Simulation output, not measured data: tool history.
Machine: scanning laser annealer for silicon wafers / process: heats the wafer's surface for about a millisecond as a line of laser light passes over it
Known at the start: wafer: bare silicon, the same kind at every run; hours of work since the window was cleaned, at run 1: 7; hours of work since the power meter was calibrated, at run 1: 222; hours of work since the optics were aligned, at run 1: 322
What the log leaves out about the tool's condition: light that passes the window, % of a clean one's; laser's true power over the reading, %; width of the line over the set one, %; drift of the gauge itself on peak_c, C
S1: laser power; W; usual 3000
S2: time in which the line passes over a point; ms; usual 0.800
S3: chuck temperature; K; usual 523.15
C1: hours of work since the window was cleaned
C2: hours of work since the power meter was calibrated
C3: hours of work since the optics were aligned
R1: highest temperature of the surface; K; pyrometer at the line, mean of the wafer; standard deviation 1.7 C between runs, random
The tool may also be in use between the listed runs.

run 1 hour=0.0 | S1=3000 S2=0.800 S3=523.15 | C1=7 C2=222 C3=322 | R1=1259.15
run 2 hour=8.3 | S1=3000 S2=0.600 S3=523.15 | C1=13 C2=228 C3=329 | R1=1152.15
run 3 hour=16.6 | S1=3000 S2=0.787 S3=523.15 | C1=20 C2=234 C3=335 | R1=1252.15
run 4 hour=29.1 | S1=3000 S2=0.697 S3=523.15 | C1=30 C2=244 C3=345 | R1=1202.15
run 5 hour=43.7 | S1=3000 S2=0.800 S3=523.15 | C1=41 C2=256 C3=356 | R1=1259.15
run 6 hour=55.9 | S1=2892 S2=0.800 S3=523.15 | C1=51 C2=265 C3=366 | R1=1235.15
run 7 hour=72.0 | S1=3000 S2=0.921 S3=523.15 | C1=63 C2=278 C3=379 | R1=1318.15
run 8 hour=78.7 | S1=3000 S2=0.800 S3=523.15 | C1=68 C2=283 C3=384 | R1=1259.15
run 9 hour=93.6 | S1=3000 S2=0.800 S3=523.15 | C1=80 C2=294 C3=395 | R1=1259.15
run 10 hour=106.0 | S1=3000 S2=0.773 S3=523.15 | C1=90 C2=304 C3=405 | R1=1242.15
run 11 hour=118.8 | S1=3000 S2=0.685 S3=523.15 | C1=100 C2=314 C3=415 | R1=1197.15
run 12 hour=132.3 | S1=3000 S2=0.685 S3=523.15 | C1=110 C2=325 C3=426 | R1=1197.15
run 13 hour=142.6 | S1=3000 S2=0.800 S3=523.15 | C1=118 C2=333 C3=434 | R1=1257.15
run 14 hour=152.8 | S1=3228 S2=0.800 S3=523.15 | C1=126 C2=341 C3=441 | R1=1309.15
run 15 hour=166.9 | S1=3228 S2=0.800 S3=523.15 | C1=137 C2=352 C3=453 | R1=1306.15
run 16 hour=176.7 | S1=3228 S2=0.800 S3=538.15 | C1=145 C2=359 C3=460 | R1=1324.15
run 17 hour=188.9 | S1=3000 S2=0.800 S3=523.15 | C1=154 C2=369 C3=470 | R1=1255.15
run 18 hour=196.5 | S1=3000 S2=0.800 S3=523.15 | C1=160 C2=375 C3=476 | R1=1254.15
run 19 hour=204.7 | S1=3000 S2=0.691 S3=523.15 | C1=167 C2=381 C3=482 | R1=1196.15
run 20 hour=212.2 | S1=2701 S2=0.800 S3=523.15 | C1=172 C2=387 C3=488 | R1=1186.15
run 21 hour=221.8 | S1=3109 S2=0.736 S3=514.15 | C1=180 C2=394 C3=495 | R1=1237.15
run 22 hour=236.6 | S1=3212 S2=0.599 S3=494.15 | C1=191 C2=406 C3=507 | R1=1156.15
run 23 hour=245.0 | S1=2625 S2=0.790 S3=497.15 | C1=198 C2=413 C3=513 | R1=1139.15
run 24 hour=260.4 | S1=2625 S2=0.790 S3=497.15 | C1=210 C2=425 C3=525 | R1=1138.15
run 25 hour=272.0 | S1=3248 S2=0.634 S3=557.15 | C1=219 C2=434 C3=534 | R1=1247.15
run 26 hour=281.5 | S1=2994 S2=0.800 S3=523.15 | C1=226 C2=441 C3=542 | R1=1248.15
run 27 hour=289.5 | S1=3146 S2=0.566 S3=500.15 | C1=233 C2=447 C3=548 | R1=1128.15
run 28 hour=296.0 | S1=3146 S2=0.566 S3=500.15 | C1=238 C2=452 C3=553 | R1=1129.15
run 29 hour=307.6 | S1=2556 S2=0.928 S3=523.15 | C1=247 C2=461 C3=562 | R1=1202.15
run 30 hour=318.4 | S1=3279 S2=0.831 S3=512.15 | C1=255 C2=470 C3=571 | R1=1319.15
run 31 hour=333.5 | S1=3034 S2=0.667 S3=549.15 | C1=267 C2=482 C3=582 | R1=1215.15
run 32 hour=348.0 | S1=2695 S2=0.945 S3=533.15 | C1=278 C2=493 C3=594 | R1=1257.15
run 33 hour=359.7 | S1=2695 S2=0.945 S3=533.15 | C1=288 C2=502 C3=603 | R1=1255.15
run 34 hour=372.3 | S1=2695 S2=0.945 S3=533.15 | C1=297 C2=512 C3=613 | R1=1255.15
run 35 hour=382.0 | S1=2695 S2=0.820 S3=533.15 | C1=305 C2=519 C3=620 | R1=1198.15
run 36 hour=390.5 | S1=2695 S2=0.820 S3=533.15 | C1=312 C2=526 C3=627 | R1=1201.15
run 37 hour=402.0 | S1=3000 S2=0.609 S3=523.15 | C1=320 C2=535 C3=636 | R1=1146.15
run 38 hour=414.2 | S1=2611 S2=0.792 S3=505.15 | C1=330 C2=545 C3=645 | R1=1139.15
run 39 hour=428.0 | S1=3000 S2=0.843 S3=557.15 | C1=341 C2=555 C3=656 | R1=1305.15
run 40 hour=436.8 | S1=3000 S2=0.757 S3=522.15 | C1=348 C2=562 C3=663 | R1=1224.15

What if the next run were any one of these 5? Each begins from the tool's condition after run 40:
run A hour=450.8 | S1=3099 S2=0.793 S3=497.15 | C1=359 C2=573 C3=674 | R1=?
run B hour=450.8 | S1=3000 S2=0.896 S3=523.15 | C1=359 C2=573 C3=674 | R1=?
run C hour=450.8 | S1=2623 S2=0.837 S3=518.15 | C1=359 C2=573 C3=674 | R1=?
run D hour=450.8 | S1=2869 S2=0.782 S3=522.15 | C1=359 C2=573 C3=674 | R1=?
run E hour=450.8 | S1=2856 S2=0.800 S3=522.15 | C1=359 C2=573 C3=674 | R1=?

run=A R1=1242.15
run=B R1=1296.15
run=C R1=1175.15
run=D R1=1210.15
run=E R1=1216.15
Had the tool no hidden state, the same runs would have come out as:
run=A R1=1258.15
run=B R1=1312.15
run=C R1=1189.15
run=D R1=1225.15
run=E R1=1231.15

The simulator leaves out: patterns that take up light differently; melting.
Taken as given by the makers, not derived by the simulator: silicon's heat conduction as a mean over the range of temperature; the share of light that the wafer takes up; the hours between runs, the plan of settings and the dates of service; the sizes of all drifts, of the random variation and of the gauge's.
